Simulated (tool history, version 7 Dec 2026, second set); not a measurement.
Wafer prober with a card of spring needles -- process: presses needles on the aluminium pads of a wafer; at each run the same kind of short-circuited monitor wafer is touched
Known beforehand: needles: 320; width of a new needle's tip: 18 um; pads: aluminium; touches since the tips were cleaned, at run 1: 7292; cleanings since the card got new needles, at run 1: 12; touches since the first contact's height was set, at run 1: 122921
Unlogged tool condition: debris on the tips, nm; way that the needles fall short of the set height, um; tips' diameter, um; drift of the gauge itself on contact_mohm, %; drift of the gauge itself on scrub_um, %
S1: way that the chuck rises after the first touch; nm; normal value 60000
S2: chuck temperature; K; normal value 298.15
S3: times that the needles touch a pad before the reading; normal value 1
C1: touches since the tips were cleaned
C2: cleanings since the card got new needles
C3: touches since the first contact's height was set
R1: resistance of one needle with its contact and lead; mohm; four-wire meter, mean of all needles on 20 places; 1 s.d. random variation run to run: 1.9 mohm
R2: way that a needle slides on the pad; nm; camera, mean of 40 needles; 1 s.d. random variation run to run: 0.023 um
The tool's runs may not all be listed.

Run 1, hour 0: usual settings; C1 7292; C2 12; C3 122921. Result: R1 427 mohm, R2 12970 nm.
At hour 5.5: tips cleaned on abrasive film.
Run 2, hour 9.4: usual settings; C1 1020; C2 13; C3 125345. Result: R1 315 mohm, R2 12970 nm.
Run 3, hour 21: usual settings; C1 4024; C2 13; C3 128349. Result: R1 408 mohm, R2 12970 nm.
Run 4, hour 36.1: usual settings but S2 333.15 K; C1 7948; C2 13; C3 132273. Result: R1 419 mohm, R2 12950 nm.
At hour 39.1: tips cleaned on abrasive film.
Run 5, hour 46.8: usual settings but S2 333.15 K; C1 1992; C2 14; C3 135023. Result: R1 362 mohm, R2 12950 nm.
Run 6, hour 59.3: usual settings but S2 333.15 K; C1 5253; C2 14; C3 138284. Result: R1 418 mohm, R2 12950 nm.
Run 7, hour 71.1: usual settings but S1 43000 nm, S2 333.15 K; C1 8303; C2 14; C3 141334. Result: R1 631 mohm, R2 9180 nm.
At hour 73.9: tips cleaned on abrasive film.
Run 8, hour 87.8: usual settings but S1 79000 nm, S2 333.15 K; C1 3591; C2 15; C3 145649. Result: R1 325 mohm, R2 17090 nm.
Run 9, hour 101.1: usual settings but S1 79000 nm, S2 333.15 K, S3 2; C1 7052; C2 15; C3 149110. Result: R1 283 mohm, R2 17080 nm.
At hour 108.2: tips cleaned on abrasive film.
Run 10, hour 114.3: usual settings but S2 396.15 K; C1 1587; C2 16; C3 152517. Result: R1 352 mohm, R2 12930 nm.
Run 11, hour 131.9: usual settings but S2 396.15 K; C1 6154; C2 16; C3 157084. Result: R1 423 mohm, R2 12880 nm.
Run 12, hour 140.4: usual settings but S1 41000 nm; C1 8373; C2 16; C3 159303. Result: R1 691 mohm, R2 8710 nm.
At hour 142.3: tips cleaned on abrasive film.
Run 13, hour 158: usual settings but S1 67000 nm; C1 4080; C2 17; C3 163841. Result: R1 377 mohm, R2 14410 nm.
Run 14, hour 170.5: usual settings; C1 7340; C2 17; C3 167101. Result: R1 436 mohm, R2 12900 nm.
At hour 176.1: tips cleaned on abrasive film.
Run 15, hour 180: usual settings; C1 1023; C2 18; C3 169541. Result: R1 317 mohm, R2 12860 nm.
Run 16, hour 199.8: usual settings; C1 6169; C2 18; C3 174687. Result: R1 432 mohm, R2 12880 nm.
At hour 210.4: tips cleaned on abrasive film.
Run 17, hour 216.3: usual settings but S2 326.15 K, S3 2; C1 1547; C2 19; C3 178955. Result: R1 301 mohm, R2 12850 nm.
Run 18, hour 230.3: usual settings but S1 42000 nm, S2 371.15 K, S3 2; C1 5174; C2 19; C3 182582. Result: R1 482 mohm, R2 8890 nm.
At hour 235.9: height of the first contact set anew.
Run 19, hour 239.3: usual settings but S1 42000 nm, S2 371.15 K, S3 2; C1 7430; C2 19; C3 871. Result: R1 470 mohm, R2 9250 nm.
At hour 245.6: tips cleaned on abrasive film.
Run 20, hour 255.2: usual settings but S1 71000 nm, S2 341.15 K, S3 3; C1 2482; C2 20; C3 4982. Result: R1 258 mohm, R2 15610 nm.
Run 21, hour 264.1: usual settings but S1 71000 nm, S2 341.15 K, S3 3; C1 4802; C2 20; C3 7302. Result: R1 261 mohm, R2 15560 nm.
At hour 279.6: tips cleaned on abrasive film.
Run 22, hour 281.1: usual settings but S1 46000 nm, S2 328.15 K, S3 3; C1 370; C2 21; C3 11682. Result: R1 253 mohm, R2 10030 nm.
Run 23, hour 292.8: usual settings but S1 44000 nm, S2 305.15 K, S3 3; C1 3409; C2 21; C3 14721. Result: R1 346 mohm, R2 9630 nm.
Run 24, hour 309.1: usual settings but S1 75000 nm, S2 304.15 K, S3 2; C1 7645; C2 21; C3 18957. Result: R1 292 mohm, R2 16490 nm.
At hour 314.1: tips cleaned on abrasive film.
Run 25, hour 329.3: usual settings but S1 57000 nm, S2 368.15 K; C1 3951; C2 22; C3 24201. Result: R1 428 mohm, R2 12460 nm.
Run 26, hour 341.7: usual settings but S1 57000 nm, S2 362.15 K; C1 7151; C2 22; C3 27401. Result: R1 445 mohm, R2 12500 nm.
At hour 349: tips cleaned on abrasive film.
Run 27, hour 349.9: usual settings but S1 49000 nm, S2 323.15 K; C1 255; C2 23; C3 29527. Result: R1 283 mohm, R2 10690 nm.
Run 28, hour 361.7: usual settings but S1 47000 nm, S2 388.15 K; C1 3305; C2 23; C3 32577. Result: R1 497 mohm, R2 10250 nm.
Run 29, hour 373.5: usual settings but S2 314.15 K; C1 6368; C2 23; C3 35640. Result: R1 428 mohm, R2 13110 nm.

Predict each of these 5 candidate next runs independently; none follows another, all start after run 29:
At hour 383.2: tips cleaned on abrasive film.
Run A, hour 386: usual settings but S2 314.15 K; C1 724; C2 24; C3 38874. Result: R1 ?, R2 ?.
At hour 383.2: tips cleaned on abrasive film.
Run B, hour 386: usual settings but S1 40000 nm, S2 314.15 K; C1 724; C2 24; C3 38874. Result: R1 ?, R2 ?.
At hour 383.2: tips cleaned on abrasive film.
Run C, hour 386: usual settings but S1 75000 nm, S2 369.15 K, S3 2; C1 724; C2 24; C3 38874. Result: R1 ?, R2 ?.
At hour 383.2: tips cleaned on abrasive film.
Run D, hour 386: usual settings but S1 54000 nm, S2 315.15 K, S3 2; C1 724; C2 24; C3 38874. Result: R1 ?, R2 ?.
At hour 383.2: tips cleaned on abrasive film.
Run E, hour 386: usual settings but S1 44000 nm, S2 314.15 K; C1 724; C2 24; C3 38874. Result: R1 ?, R2 ?.

run   R1     R2
  A  302  13110
  B  422   8690
  C  250  16360
  D  276  11780
  E  372   9590
With the hidden condition removed and each run's random variation left untouched, the same runs would have given:
run   R1     R2
  A  211  13190
  B  224   8770
  C  216  16450
  D  210  11870
  E  213   9680
